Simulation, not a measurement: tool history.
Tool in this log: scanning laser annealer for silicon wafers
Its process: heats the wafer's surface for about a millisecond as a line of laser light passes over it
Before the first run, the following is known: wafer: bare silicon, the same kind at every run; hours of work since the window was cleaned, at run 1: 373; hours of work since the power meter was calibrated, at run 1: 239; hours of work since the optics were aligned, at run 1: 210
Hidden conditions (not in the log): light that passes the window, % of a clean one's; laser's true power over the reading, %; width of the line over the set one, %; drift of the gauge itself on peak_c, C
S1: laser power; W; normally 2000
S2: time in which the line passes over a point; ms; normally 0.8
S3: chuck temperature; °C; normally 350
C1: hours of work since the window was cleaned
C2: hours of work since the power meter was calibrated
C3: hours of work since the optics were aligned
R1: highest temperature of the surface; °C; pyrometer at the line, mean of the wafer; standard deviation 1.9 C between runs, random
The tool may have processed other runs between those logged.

| run | hour | S1 | S2 | S3 | C1 | C2 | C3 | R1 |
|---|---|---|---|---|---|---|---|---|
| 1 | 0 | 2000 | 0.8 | 350 | 373 | 239 | 210 | 1081 |
| 2 | 13.9 | 1975 | 0.8 | 350 | 379 | 245 | 216 | 1068 |
| 3 | 31.2 | 2000 | 0.8 | 350 | 387 | 253 | 224 | 1078 |
| 4 | 46.5 | 2000 | 0.8 | 350 | 394 | 260 | 231 | 1075 |
|  | 53.4 | window over the wafer cleaned |
| 5 | 65.1 | 2000 | 0.8 | 350 | 5 | 268 | 238 | 1113 |
| 6 | 82.7 | 2000 | 0.8 | 350 | 13 | 276 | 246 | 1111 |
| 7 | 94.5 | 2000 | 0.8 | 350 | 19 | 281 | 252 | 1110 |
| 8 | 103.3 | 2165 | 0.8 | 323 | 23 | 285 | 256 | 1158 |
| 9 | 116.1 | 2165 | 0.8 | 323 | 29 | 291 | 262 | 1159 |
| 10 | 127.5 | 2051 | 0.775 | 350 | 34 | 296 | 267 | 1121 |
| 11 | 139.5 | 2011 | 0.688 | 356 | 39 | 302 | 272 | 1065 |
| 12 | 148 | 2011 | 0.724 | 360 | 43 | 306 | 276 | 1088 |
| 13 | 158 | 2130 | 0.95 | 346 | 48 | 310 | 281 | 1237 |
| 14 | 167 | 2000 | 0.8 | 348 | 52 | 314 | 285 | 1106 |

Forecast each of these 4 alternatives for the next run:
| A | 182.1 | 2000 | 0.94 | 323 | 59 | 321 | 292 | ? |
| B | 182.1 | 2000 | 0.8 | 321 | 59 | 321 | 292 | ? |
| C | 182.1 | 1930 | 0.8 | 348 | 59 | 321 | 292 | ? |
| D | 182.1 | 2060 | 0.648 | 387 | 59 | 321 | 292 | ? |

| run | R1 |
|---|---|
| A | 1141 |
| B | 1079 |
| C | 1076 |
| D | 1094 |
With no hidden state in the tool, these same runs would have given:
| run | R1 |
|---|---|
| A | 1149 |
| B | 1086 |
| C | 1083 |
| D | 1101 |
